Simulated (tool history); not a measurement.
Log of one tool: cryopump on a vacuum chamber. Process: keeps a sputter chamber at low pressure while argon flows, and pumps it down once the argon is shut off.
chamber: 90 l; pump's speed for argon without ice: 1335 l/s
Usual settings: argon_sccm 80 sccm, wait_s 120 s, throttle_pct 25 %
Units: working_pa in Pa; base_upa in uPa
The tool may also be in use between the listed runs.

Run 1, hour 0.0: usual settings. Result: working_pa 0.4050 Pa, base_upa 0.93 uPa.
Run 2, hour 33.2: usual settings but argon_sccm 83 sccm. Result: working_pa 0.4227 Pa, base_upa 0.96 uPa.
Run 3, hour 57.7: usual settings. Result: working_pa 0.4092 Pa, base_upa 0.99 uPa.
Run 4, hour 90.3: usual settings. Result: working_pa 0.4131 Pa, base_upa 1.03 uPa.
Run 5, hour 109.0: usual settings. Result: working_pa 0.4145 Pa, base_upa 1.03 uPa.
Run 6, hour 131.8: usual settings. Result: working_pa 0.4164 Pa, base_upa 1.01 uPa.
Run 7, hour 160.1: usual settings but argon_sccm 91 sccm. Result: working_pa 0.4748 Pa, base_upa 1.02 uPa.
Run 8, hour 189.2: usual settings but argon_sccm 91 sccm. Result: working_pa 0.4753 Pa, base_upa 1.10 uPa.
Run 9, hour 209.7: usual settings but argon_sccm 91 sccm. Result: working_pa 0.4811 Pa, base_upa 1.07 uPa.
Run 10, hour 235.6: usual settings but argon_sccm 91 sccm. Result: working_pa 0.4844 Pa, base_upa 1.12 uPa.
Run 11, hour 253.8: usual settings but argon_sccm 91 sccm. Result: working_pa 0.4855 Pa, base_upa 1.16 uPa.
Run 12, hour 284.3: usual settings. Result: working_pa 0.4301 Pa, base_upa 1.17 uPa.
Run 13, hour 313.4: usual settings but argon_sccm 92 sccm, wait_s 182 s, throttle_pct 32 %. Result: working_pa 0.3950 Pa, base_upa 1.10 uPa.
Run 14, hour 341.6: usual settings but argon_sccm 124 sccm, wait_s 38 s, throttle_pct 20 %. Result: working_pa 0.8305 Pa, base_upa 1.93 uPa.

The next listed run, before its measurement:
Run 15, hour 364.7: usual settings but argon_sccm 48 sccm, wait_s 130 s, throttle_pct 46 %. Result: working_pa ?, base_upa ?.

working_pa: 0.1531 Pa
base_upa: 1.28 uPa
Without the tool's hidden state the same run would have given working_pa 0.1333 Pa, base_upa 0.53 uPa.

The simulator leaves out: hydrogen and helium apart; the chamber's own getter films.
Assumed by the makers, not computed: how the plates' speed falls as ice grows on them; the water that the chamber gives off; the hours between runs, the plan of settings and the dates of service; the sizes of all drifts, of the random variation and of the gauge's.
